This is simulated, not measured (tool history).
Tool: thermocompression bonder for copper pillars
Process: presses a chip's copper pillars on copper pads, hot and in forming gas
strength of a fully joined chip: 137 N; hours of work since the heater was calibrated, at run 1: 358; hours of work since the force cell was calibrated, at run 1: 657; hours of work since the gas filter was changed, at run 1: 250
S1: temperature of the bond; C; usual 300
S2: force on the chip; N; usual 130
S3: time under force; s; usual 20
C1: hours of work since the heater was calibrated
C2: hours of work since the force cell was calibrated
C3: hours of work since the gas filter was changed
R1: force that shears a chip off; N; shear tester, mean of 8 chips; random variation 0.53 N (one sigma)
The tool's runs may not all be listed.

run	hour	S1	S2	S3	C1	C2	C3	R1
1	0.0	300	130	20	358	657	250	75.9
2	21.4	300	121	20	369	668	261	70.6
3	42.9	300	121	20	380	679	271	71.3
4	56.3	300	121	20	386	685	278	71.0
# hour 70.4: forming gas filter changed
5	75.8	300	121	20	396	695	3	75.1
6	97.3	277	130	20	407	706	13	62.0
7	108.7	300	121	20	412	711	19	74.8
8	123.0	301	145	41	419	719	26	102.4
9	134.9	318	130	22	425	725	32	93.6
10	157.5	295	130	20	437	736	43	74.5
11	179.9	314	106	22	448	747	55	79.0

Run 12 comes next. What will it give?
12	200.2	314	106	22	458	757	65	?

{"run 12": {"R1": 79.4}}
Without the tool's hidden state the same run would have given R1 80.5 N.
